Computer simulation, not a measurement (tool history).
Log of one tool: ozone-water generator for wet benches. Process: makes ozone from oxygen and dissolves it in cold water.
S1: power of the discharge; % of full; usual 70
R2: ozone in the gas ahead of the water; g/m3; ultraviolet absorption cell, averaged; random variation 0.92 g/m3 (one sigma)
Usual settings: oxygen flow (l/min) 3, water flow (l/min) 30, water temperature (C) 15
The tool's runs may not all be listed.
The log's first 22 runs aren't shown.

Run 23, hour 2044.7: usual settings but S1 79 % of full, oxygen flow (l/min) 2.69, water flow (l/min) 40. Result: dissolved ozone (ppm) 6.6, R2 170.4 g/m3.
Run 24, hour 2183.8: usual settings but S1 79 % of full, oxygen flow (l/min) 5.37, water flow (l/min) 18. Result: dissolved ozone (ppm) 17.3, R2 134.3 g/m3.
Run 25, hour 2319.5: usual settings but oxygen flow (l/min) 4.29, water flow (l/min) 47, water temperature (C) 11. Result: dissolved ozone (ppm) 6.5, R2 133.6 g/m3.
Run 26, hour 2385.6: usual settings but S1 56 % of full, oxygen flow (l/min) 5.26, water temperature (C) 7. Result: dissolved ozone (ppm) 10, R2 106.4 g/m3.
Run 27, hour 2499.7: usual settings but S1 73 % of full, oxygen flow (l/min) 3.99, water temperature (C) 17. Result: dissolved ozone (ppm) 9.9, R2 140.8 g/m3.
Run 28, hour 2607.6: usual settings but S1 73 % of full, oxygen flow (l/min) 3.54. Result: dissolved ozone (ppm) 9.3, R2 145.6 g/m3.
Run 29, hour 2746.1: usual settings but S1 65 % of full, water temperature (C) 8. Result: dissolved ozone (ppm) 8.5, R2 144 g/m3.
Run 30, hour 2871.5: usual settings but S1 76 % of full, oxygen flow (l/min) 2.34, water temperature (C) 8. Result: dissolved ozone (ppm) 8.5, R2 174.8 g/m3.
Run 31, hour 2931.2: usual settings but S1 51 % of full, oxygen flow (l/min) 1.71, water flow (l/min) 19. Result: dissolved ozone (ppm) 8.7, R2 150.3 g/m3.
Run 32, hour 3033.7: usual settings but S1 51 % of full, oxygen flow (l/min) 1.71, water flow (l/min) 19. Result: dissolved ozone (ppm) 8.6, R2 150.9 g/m3.
Run 33, hour 3139.3: usual settings but S1 42 % of full, water temperature (C) 22. Result: dissolved ozone (ppm) 5.7, R2 106.5 g/m3.
Run 34, hour 3221.9: usual settings but S1 93 % of full, water temperature (C) 22. Result: dissolved ozone (ppm) 9.7, R2 182.3 g/m3.

Forecast each of these 3 alternatives for the next run:
Run A, hour 3353.1: usual settings but oxygen flow (l/min) 4.93. Result: dissolved ozone (ppm) ?, R2 ?.
Run B, hour 3353.1: usual settings but S1 57 % of full, water flow (l/min) 20, water temperature (C) 12. Result: dissolved ozone (ppm) ?, R2 ?.
Run C, hour 3353.1: usual settings but S1 93 % of full, water flow (l/min) 23, water temperature (C) 16. Result: dissolved ozone (ppm) ?, R2 ?.

run  dissolved ozone (ppm)     R2
  A                   10.3  125.4
  B                   11.7  131.4
  C                   13.3  179.2
Without the tool's hidden state the same runs would have given:
run  dissolved ozone (ppm)     R2
  A                   10.4  129.3
  B                   11.7  135.5
  C                   13.3  184.8
